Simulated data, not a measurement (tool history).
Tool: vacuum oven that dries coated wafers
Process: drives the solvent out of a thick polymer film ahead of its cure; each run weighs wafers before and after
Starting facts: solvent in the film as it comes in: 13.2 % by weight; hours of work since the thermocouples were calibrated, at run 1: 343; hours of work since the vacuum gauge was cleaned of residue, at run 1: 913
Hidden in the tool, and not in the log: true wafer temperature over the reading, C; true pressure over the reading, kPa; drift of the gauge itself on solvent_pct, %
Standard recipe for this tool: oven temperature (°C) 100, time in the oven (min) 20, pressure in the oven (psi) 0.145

run	hour	oven temperature (°C)	time in the oven (min)	pressure in the oven (psi)	hours of work since the thermocouples were calibrated	hours of work since the vacuum gauge was cleaned of residue	solvent left in the film (%)
1	0.0	100	20	0.145	343	913	3.09
2	38.8	100	20	0.145	370	940	3.05
3	84.2	100	20	0.145	402	971	3.06
4	104.0	100	20	0.145	415	985	3.00
5	122.4	100	20	0.145	428	998	3.02
6	150.4	100	20	0.145	448	1017	3.00
7	172.1	100	20	0.145	463	1032	3.01
8	197.5	100	20	0.145	480	1050	3.00
# hour 201.8: oven's thermocouples calibrated
9	219.8	100	20	0.145	12	1064	2.94
10	245.3	100	12	0.145	30	1081	4.83
11	281.7	100	20	0.551	55	1107	3.38
# hour 297.7: oven's thermocouples calibrated, once more
12	317.8	100	18	0.551	14	1130	4.04
13	354.8	100	20	0.145	40	1156	3.20
14	396.8	100	20	0.145	69	1185	3.15
15	441.0	100	20	0.145	99	1216	3.13
16	474.6	100	20	0.145	123	1239	3.12
17	515.0	92	13	0.145	151	1267	6.32
18	541.0	108	15	0.410	169	1285	2.83
19	568.7	100	20	0.132	188	1304	3.05
20	606.2	86	26	0.074	214	1330	5.09
21	629.7	109	12	0.377	230	1346	3.38
22	662.6	109	12	0.377	253	1369	3.35
23	697.2	89	14	0.276	277	1393	6.79
24	729.6	89	14	0.220	299	1416	6.81
25	764.9	110	28	0.145	324	1440	0.68
26	802.5	103	30	0.145	350	1466	1.23
27	821.5	103	30	0.145	363	1479	1.25
28	851.6	103	30	0.145	384	1500	1.24
29	876.2	100	10	0.145	401	1517	5.66
30	910.5	96	32	0.190	425	1541	2.22
31	941.4	100	20	0.223	446	1562	3.07

Forecast each of these 3 alternatives for the next run:
A	963.1	114	13	0.223	461	1578	?
B	963.1	108	20	0.145	461	1578	?
C	963.1	100	13	0.223	461	1578	?

run	solvent left in the film (%)
A	2.02
B	1.61
C	4.71
The same runs, with their run-to-run variation unchanged, on a tool lacking any hidden condition would have given:
run	solvent left in the film (%)
A	2.13
B	1.69
C	4.85
